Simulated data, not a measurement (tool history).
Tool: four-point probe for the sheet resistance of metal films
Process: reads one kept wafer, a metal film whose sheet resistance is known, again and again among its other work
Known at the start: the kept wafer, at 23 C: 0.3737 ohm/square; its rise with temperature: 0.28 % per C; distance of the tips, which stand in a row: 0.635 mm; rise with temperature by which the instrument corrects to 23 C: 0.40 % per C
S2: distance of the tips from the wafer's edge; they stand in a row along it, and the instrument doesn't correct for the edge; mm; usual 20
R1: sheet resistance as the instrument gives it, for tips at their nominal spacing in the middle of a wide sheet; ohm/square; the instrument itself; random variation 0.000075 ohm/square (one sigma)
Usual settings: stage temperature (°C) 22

run 1 hour=0 | stage_temperature_(°C)=22 S2=20 | R1=0.37625
run 2 hour=30.6 | stage_temperature_(°C)=22 S2=20 | R1=0.376423
run 3 hour=86.3 | stage_temperature_(°C)=22 S2=23 | R1=0.376268
run 4 hour=137.4 | stage_temperature_(°C)=22 S2=23 | R1=0.376381
run 5 hour=180.4 | stage_temperature_(°C)=22 S2=23 | R1=0.376222
run 6 hour=229 | stage_temperature_(°C)=22 S2=11 | R1=0.376827
run 7 hour=265.5 | stage_temperature_(°C)=22 S2=20 | R1=0.376414
run 8 hour=310.9 | stage_temperature_(°C)=22 S2=20 | R1=0.376589
run 9 hour=344.9 | stage_temperature_(°C)=22 S2=20 | R1=0.376626
run 10 hour=380.9 | stage_temperature_(°C)=20 S2=20 | R1=0.377382
run 11 hour=423.7 | stage_temperature_(°C)=20 S2=20 | R1=0.377551
run 12 hour=455.3 | stage_temperature_(°C)=20 S2=20 | R1=0.377523
run 13 hour=497 | stage_temperature_(°C)=30 S2=20 | R1=0.373072
run 14 hour=545.3 | stage_temperature_(°C)=22 S2=4 | R1=0.381393
run 15 hour=594.6 | stage_temperature_(°C)=19 S2=20 | R1=0.378002
run 16 hour=651.3 | stage_temperature_(°C)=19 S2=20 | R1=0.378093
run 17 hour=693 | stage_temperature_(°C)=19 S2=31 | R1=0.377987
run 18 hour=750 | stage_temperature_(°C)=24 S2=20 | R1=0.375957
run 19 hour=806.8 | stage_temperature_(°C)=24 S2=8 | R1=0.376842
run 20 hour=838.5 | stage_temperature_(°C)=24 S2=48 | R1=0.375861
run 21 hour=895.9 | stage_temperature_(°C)=24 S2=48 | R1=0.375838
run 22 hour=929.6 | stage_temperature_(°C)=24 S2=48 | R1=0.375857
run 23 hour=970.7 | stage_temperature_(°C)=24 S2=48 | R1=0.375805
run 24 hour=1023 | stage_temperature_(°C)=24 S2=48 | R1=0.375952
run 25 hour=1051.3 | stage_temperature_(°C)=24 S2=48 | R1=0.375971
run 26 hour=1079.2 | stage_temperature_(°C)=24 S2=32 | R1=0.376055
run 27 hour=1122.2 | stage_temperature_(°C)=34 S2=32 | R1=0.371734
run 28 hour=1166.1 | stage_temperature_(°C)=29 S2=20 | R1=0.374013
run 29 hour=1202.1 | stage_temperature_(°C)=25 S2=8 | R1=0.376883
run 30 hour=1241.3 | stage_temperature_(°C)=22 S2=3 | R1=0.385971
run 31 hour=1286.3 | stage_temperature_(°C)=22 S2=14 | R1=0.377301
run 32 hour=1321.1 | stage_temperature_(°C)=19 S2=74 | R1=0.378303
run 33 hour=1374.1 | stage_temperature_(°C)=19 S2=74 | R1=0.378358
run 34 hour=1424.1 | stage_temperature_(°C)=19 S2=74 | R1=0.378438
run 35 hour=1465.6 | stage_temperature_(°C)=29 S2=6 | R1=0.376222
run 36 hour=1497.8 | stage_temperature_(°C)=29 S2=35 | R1=0.374042
run 37 hour=1545.3 | stage_temperature_(°C)=29 S2=35 | R1=0.374094
run 38 hour=1592.6 | stage_temperature_(°C)=33 S2=9 | R1=0.373444
run 39 hour=1629.8 | stage_temperature_(°C)=26 S2=19 | R1=0.375517
run 40 hour=1654.3 | stage_temperature_(°C)=29 S2=19 | R1=0.374301
run 41 hour=1692.3 | stage_temperature_(°C)=29 S2=19 | R1=0.374309
run 42 hour=1722.2 | stage_temperature_(°C)=29 S2=19 | R1=0.374298
run 43 hour=1748.7 | stage_temperature_(°C)=32 S2=10 | R1=0.373714
run 44 hour=1774.6 | stage_temperature_(°C)=25 S2=26 | R1=0.376112
run 45 hour=1828.9 | stage_temperature_(°C)=25 S2=26 | R1=0.376018

Forecast each of these 4 alternatives for the next run:
run A hour=1869.7 | stage_temperature_(°C)=19 S2=20 | R1=?
run B hour=1869.7 | stage_temperature_(°C)=20 S2=60 | R1=?
run C hour=1869.7 | stage_temperature_(°C)=22 S2=20 | R1=?
run D hour=1869.7 | stage_temperature_(°C)=22 S2=15 | R1=?

run=A R1=0.378779
run=B R1=0.378221
run=C R1=0.377348
run=D R1=0.377627
Without the tool's hidden state the same runs would have given:
run=A R1=0.37566
run=B R1=0.37511
run=C R1=0.37425
run=D R1=0.374526
